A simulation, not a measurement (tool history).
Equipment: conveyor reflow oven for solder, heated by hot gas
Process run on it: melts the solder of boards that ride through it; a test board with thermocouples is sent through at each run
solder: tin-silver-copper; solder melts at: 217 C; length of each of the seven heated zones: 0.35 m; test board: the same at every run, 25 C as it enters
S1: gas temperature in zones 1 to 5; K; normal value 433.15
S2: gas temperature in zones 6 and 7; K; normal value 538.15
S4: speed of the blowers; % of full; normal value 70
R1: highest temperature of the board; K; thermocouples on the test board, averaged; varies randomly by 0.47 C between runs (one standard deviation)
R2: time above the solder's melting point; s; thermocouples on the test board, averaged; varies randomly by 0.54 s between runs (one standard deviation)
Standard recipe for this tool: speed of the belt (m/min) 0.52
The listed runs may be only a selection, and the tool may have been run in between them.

Run 1, hour 0: usual settings. Result: R1 519.05 K, R2 51.3 s.
Run 2, hour 24.9: usual settings. Result: R1 519.05 K, R2 50.4 s.
At hour 37.2: flux residue cleaned out of gas plates and filters.
Run 3, hour 62.2: usual settings. Result: R1 521.05 K, R2 53.8 s.
Run 4, hour 86.1: usual settings. Result: R1 522.05 K, R2 53.3 s.
Run 5, hour 104.8: usual settings but S2 540.15 K. Result: R1 522.45 K, R2 55.8 s.
Run 6, hour 124.6: usual settings. Result: R1 520.65 K, R2 54.8 s.
Run 7, hour 157: usual settings. Result: R1 521.45 K, R2 54.2 s.
Run 8, hour 190.8: usual settings. Result: R1 520.65 K, R2 53.7 s.
At hour 216.2: thermocouples of zones 6 and 7 changed.
Run 9, hour 221.3: usual settings. Result: R1 521.95 K, R2 53.7 s.
Run 10, hour 258.8: usual settings but S4 75 % of full. Result: R1 522.65 K, R2 56.1 s.
Run 11, hour 285.6: usual settings but S4 75 % of full. Result: R1 522.15 K, R2 55 s.
At hour 292.5: belt drive overhauled, speed set with a stopwatch.
Run 12, hour 311.8: usual settings but S4 75 % of full. Result: R1 522.75 K, R2 55.8 s.
Run 13, hour 346.2: usual settings but S4 75 % of full. Result: R1 522.25 K, R2 55.6 s.
Run 14, hour 363.6: usual settings but S4 86 % of full. Result: R1 524.35 K, R2 59.1 s.
Run 15, hour 381.2: usual settings. Result: R1 521.25 K, R2 54.5 s.
At hour 420.3: belt drive overhauled, speed set with a stopwatch, once more.
Run 16, hour 423.3: usual settings. Result: R1 519.55 K, R2 51 s.
Run 17, hour 445.4: usual settings but S1 444.15 K, S2 543.15 K, speed of the belt (m/min) 0.449, S4 71 % of full. Result: R1 529.75 K, R2 74 s.
At hour 460.1: flux residue cleaned out of gas plates and filters.
Run 18, hour 477.2: usual settings but S1 419.15 K, S4 83 % of full. Result: R1 524.15 K, R2 52.4 s.
Run 19, hour 515.2: usual settings but speed of the belt (m/min) 0.498, S4 64 % of full. Result: R1 522.25 K, R2 55.6 s.
Run 20, hour 540.4: usual settings but S1 440.15 K. Result: R1 522.95 K, R2 56.4 s.
Run 21, hour 572.8: usual settings but S1 420.15 K, S2 540.15 K, speed of the belt (m/min) 0.427, S4 84 % of full. Result: R1 530.85 K, R2 72.6 s.
Run 22, hour 595.3: usual settings but S1 420.15 K, S2 540.15 K, speed of the belt (m/min) 0.427, S4 84 % of full. Result: R1 530.85 K, R2 73 s.
Run 23, hour 625.2: usual settings but S1 420.15 K, S2 540.15 K, speed of the belt (m/min) 0.427, S4 53 % of full. Result: R1 521.95 K, R2 61.1 s.
Run 24, hour 650.5: usual settings but S1 422.15 K. Result: R1 519.15 K, R2 47.2 s.
Run 25, hour 676.5: usual settings but S1 439.15 K, S2 527.15 K, speed of the belt (m/min) 0.564, S4 51 % of full. Result: R1 503.45 K, R2 26.5 s.
Run 26, hour 693.2: usual settings but S1 439.15 K, S2 527.15 K, speed of the belt (m/min) 0.477, S4 50 % of full. Result: R1 509.05 K, R2 42.7 s.
Run 27, hour 709.6: usual settings but S1 439.15 K, S2 527.15 K, speed of the belt (m/min) 0.477, S4 50 % of full. Result: R1 507.95 K, R2 43.5 s.
Run 28, hour 727.6: usual settings but S1 438.15 K, speed of the belt (m/min) 0.604. Result: R1 515.35 K, R2 40.5 s.
Run 29, hour 745.7: usual settings but S1 439.15 K, S2 528.15 K, speed of the belt (m/min) 0.543. Result: R1 510.85 K, R2 41.4 s.
Run 30, hour 773.4: usual settings but S1 424.15 K, S2 528.15 K, speed of the belt (m/min) 0.569. Result: R1 505.15 K, R2 28 s.
Run 31, hour 791.7: usual settings but S1 424.15 K, S2 528.15 K, speed of the belt (m/min) 0.569. Result: R1 505.65 K, R2 28.3 s.

Pick out some run-to-run changes in R1. Of each, how much would a tool without hidden state show as well, from the settings, what came in and chance, and how much is left for the hidden state and any gauge scatter not in both results compared?
Hidden state present: heat that the gas passes to the board, % of a clean oven's; belt's true speed, % of the reading; true gas temperature in zones 6 and 7 over the reading, C; drift of the gauge itself on peak_c, C; drift of the gauge itself on liquid_s, %.
Run 2 -> 3: flux residue cleaned out of gas plates and filters. R1 +2 K: hidden state +3, all else -1.
Run 15 -> 16: belt drive overhauled, speed set with a stopwatch, once more. R1 -1.7 K: hidden state -1.7, all else +0.
Run 16 -> 17: S1 433.15 -> 444.15, S2 538.15 -> 543.15, speed of the belt (m/min) 0.52 -> 0.449, S4 70 -> 71. R1 +10.2 K: hidden state +0.6, all else +9.6.
Run 17 -> 18: S1 444.15 -> 419.15, S2 543.15 -> 538.15, speed of the belt (m/min) 0.449 -> 0.52, S4 71 -> 83, flux residue cleaned out of gas plates and filters. R1 -5.6 K: hidden state +2.5, all else -8.1.
Run 22 -> 23: S4 84 -> 53. R1 -8.9 K: hidden state +0, all else -8.9.
Run 24 -> 25: S1 422.15 -> 439.15, S2 538.15 -> 527.15, speed of the belt (m/min) 0.52 -> 0.564, S4 70 -> 51. R1 -15.7 K: hidden state +0.3, all else -16.

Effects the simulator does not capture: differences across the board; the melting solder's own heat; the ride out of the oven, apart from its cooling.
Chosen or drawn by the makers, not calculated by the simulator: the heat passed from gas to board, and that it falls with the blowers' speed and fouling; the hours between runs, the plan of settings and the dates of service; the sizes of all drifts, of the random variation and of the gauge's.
